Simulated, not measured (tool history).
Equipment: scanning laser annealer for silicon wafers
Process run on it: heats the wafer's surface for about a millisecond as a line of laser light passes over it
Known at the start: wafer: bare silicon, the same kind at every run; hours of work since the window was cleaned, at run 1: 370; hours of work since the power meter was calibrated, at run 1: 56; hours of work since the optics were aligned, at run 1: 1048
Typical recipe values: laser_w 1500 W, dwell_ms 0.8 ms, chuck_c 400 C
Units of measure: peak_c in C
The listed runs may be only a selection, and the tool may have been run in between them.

run,day,laser_w,dwell_ms,chuck_c,hours of work since the window was cleaned,hours of work since the power meter was calibrated,hours of work since the optics were aligned,peak_c
1,0,1500,0.8,400,370,56,1048,1193
2,0.633,1500,0.8,400,380,66,1058,1191
3,1.383,1500,0.8,400,392,78,1070,1190
4,1.867,1500,0.8,400,400,86,1078,1190
5,2.338,1500,0.8,400,408,94,1085,1186
6,2.783,1500,0.8,400,415,101,1092,1189
# day 3.617: optics aligned, line set to its width
7,3.775,1500,0.8,400,427,113,2,1191
8,4.442,1500,0.8,400,438,124,13,1192
9,4.904,1500,0.8,400,445,131,21,1191
10,5.717,1500,0.8,400,458,144,34,1191
11,6.458,1303,0.8,400,470,156,45,1075
12,7.229,1500,0.773,400,483,168,58,1178
13,7.808,1428,0.8,400,492,178,67,1149
14,8.275,1428,0.8,400,499,185,74,1151
15,9.112,1428,0.8,400,513,199,88,1147
16,9.971,1623,0.8,400,526,212,102,1262
17,10.442,1623,0.8,400,534,220,109,1265
18,10.962,1295,0.8,400,542,228,117,1073
19,11.979,1572,0.8,400,558,244,134,1235
20,12.429,1572,0.8,400,566,252,141,1231
21,13.392,1642,0.8,400,581,267,156,1272
22,14.429,1642,0.8,432,598,284,173,1307
23,14.962,1642,0.8,432,606,292,181,1304
24,15.988,1642,0.8,432,622,308,198,1306
25,17.042,1642,0.8,432,639,325,214,1306
26,17.7,1642,0.8,432,650,336,225,1303
27,18.717,1642,0.8,432,666,352,241,1304
28,19.479,1642,0.8,432,678,364,253,1306
29,20.492,1393,0.951,432,694,380,270,1231
30,21.379,1393,0.951,432,709,395,284,1232
31,22.442,1381,0.951,399,726,412,301,1191
32,23.371,1516,0.759,399,740,426,316,1178
33,23.992,1516,0.73,405,750,436,325,1166
34,24.904,1516,0.932,371,765,451,340,1242
35,25.883,1541,0.868,400,781,466,356,1251
36,26.396,1541,0.68,418,789,475,364,1162
37,26.862,1461,0.647,414,796,482,371,1098
38,27.392,1554,0.727,419,805,491,380,1197
# day 27.888: window over the wafer cleaned
39,28.192,1320,0.8,438,5,502,391,1125
40,29.2,1320,0.8,439,21,518,407,1124
41,29.879,1285,0.795,400,32,529,418,1065

Alternative continuations, all from the tool just after run 41; predict every row:
A,30.412,1329,0.683,405,40,538,427,?
B,30.412,1500,0.955,376,40,538,427,?
C,30.412,1285,0.795,375,40,538,427,?

run,peak_c
A,1044
B,1244
C,1043
What these runs would have given with no unlogged condition in the tool:
run,peak_c
A,1044
B,1245
C,1043
